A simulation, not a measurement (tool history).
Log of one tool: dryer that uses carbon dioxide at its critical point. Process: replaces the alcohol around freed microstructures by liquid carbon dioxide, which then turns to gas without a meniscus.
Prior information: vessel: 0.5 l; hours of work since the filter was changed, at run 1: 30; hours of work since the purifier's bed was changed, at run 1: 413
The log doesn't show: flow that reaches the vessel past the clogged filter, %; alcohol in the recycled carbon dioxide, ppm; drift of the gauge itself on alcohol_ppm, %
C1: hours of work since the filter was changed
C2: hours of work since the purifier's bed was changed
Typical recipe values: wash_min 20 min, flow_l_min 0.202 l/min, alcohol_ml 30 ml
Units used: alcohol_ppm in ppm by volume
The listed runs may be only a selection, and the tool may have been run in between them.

Run 1, day 0: usual settings; C1 30; C2 413. Result: alcohol_ppm 184 ppm by volume.
Run 2, day 0.408: usual settings; C1 38; C2 420. Result: alcohol_ppm 175 ppm by volume.
Run 3, day 1.275: usual settings but flow_l_min 0.29 l/min; C1 54; C2 436. Result: alcohol_ppm 73 ppm by volume.
Run 4, day 2.229: usual settings but flow_l_min 0.29 l/min; C1 71; C2 454. Result: alcohol_ppm 77 ppm by volume.
Run 5, day 3.192: usual settings but flow_l_min 0.274 l/min; C1 89; C2 472. Result: alcohol_ppm 78 ppm by volume.
Run 6, day 3.7: usual settings but flow_l_min 0.274 l/min; C1 99; C2 481. Result: alcohol_ppm 90 ppm by volume.
Run 7, day 4.696: usual settings but flow_l_min 0.274 l/min; C1 117; C2 500. Result: alcohol_ppm 85 ppm by volume.
Run 8, day 5.554: usual settings but flow_l_min 0.274 l/min; C1 133; C2 515. Result: alcohol_ppm 105 ppm by volume.
Run 9, day 6.512: usual settings but flow_l_min 0.274 l/min; C1 150; C2 533. Result: alcohol_ppm 101 ppm by volume.
Run 10, day 7.417: usual settings but flow_l_min 0.274 l/min; C1 167; C2 550. Result: alcohol_ppm 103 ppm by volume.
Run 11, day 8.121: usual settings but flow_l_min 0.274 l/min; C1 180; C2 563. Result: alcohol_ppm 108 ppm by volume.
Run 12, day 9.1: usual settings but flow_l_min 0.274 l/min; C1 198; C2 581. Result: alcohol_ppm 117 ppm by volume.
Run 13, day 10.079: usual settings but flow_l_min 0.274 l/min; C1 216; C2 599. Result: alcohol_ppm 119 ppm by volume.
Run 14, day 10.667: usual settings; C1 227; C2 610. Result: alcohol_ppm 283 ppm by volume.
Run 15, day 11.362: usual settings; C1 240; C2 623. Result: alcohol_ppm 270 ppm by volume.
Run 16, day 11.925: usual settings; C1 250; C2 633. Result: alcohol_ppm 280 ppm by volume.
Run 17, day 12.412: usual settings; C1 259; C2 642. Result: alcohol_ppm 290 ppm by volume.
Run 18, day 13.217: usual settings; C1 274; C2 657. Result: alcohol_ppm 290 ppm by volume.
Run 19, day 13.829: usual settings; C1 286; C2 668. Result: alcohol_ppm 309 ppm by volume.
Run 20, day 14.688: usual settings; C1 302; C2 684. Result: alcohol_ppm 314 ppm by volume.
Run 21, day 15.579: usual settings; C1 318; C2 701. Result: alcohol_ppm 328 ppm by volume.
Run 22, day 16.371: usual settings; C1 333; C2 715. Result: alcohol_ppm 333 ppm by volume.
Run 23, day 17.029: usual settings; C1 345; C2 727. Result: alcohol_ppm 346 ppm by volume.
Run 24, day 17.546: usual settings; C1 354; C2 737. Result: alcohol_ppm 351 ppm by volume.
At day 17.775: inlet filter changed.
Run 25, day 18.404: usual settings but wash_min 21 min, flow_l_min 0.25 l/min; C1 12; C2 752. Result: alcohol_ppm 132 ppm by volume.
Run 26, day 18.912: usual settings but wash_min 31 min, flow_l_min 0.168 l/min, alcohol_ml 88 ml; C1 21; C2 761. Result: alcohol_ppm 166 ppm by volume.
Run 27, day 19.75: usual settings but wash_min 28 min, flow_l_min 0.153 l/min, alcohol_ml 29 ml; C1 37; C2 777. Result: alcohol_ppm 180 ppm by volume.
Run 28, day 20.575: usual settings but alcohol_ml 36 ml; C1 52; C2 792. Result: alcohol_ppm 253 ppm by volume.
Run 29, day 21.292: usual settings but wash_min 26 min, flow_l_min 0.124 l/min, alcohol_ml 55 ml; C1 65; C2 805. Result: alcohol_ppm 818 ppm by volume.
Run 30, day 22.212: usual settings but wash_min 18 min, flow_l_min 0.304 l/min, alcohol_ml 34 ml; C1 82; C2 822. Result: alcohol_ppm 140 ppm by volume.

The next listed run, before its measurement:
Run 31, day 23.108: usual settings but wash_min 12 min, flow_l_min 0.143 l/min, alcohol_ml 61 ml; C1 99; C2 839. Result: alcohol_ppm ?.

Run 31 came out at alcohol_ppm 8883 ppm by volume.
Were there no unlogged condition in the tool, this run, its random variation unchanged, would have produced alcohol_ppm 7856 ppm by volume.
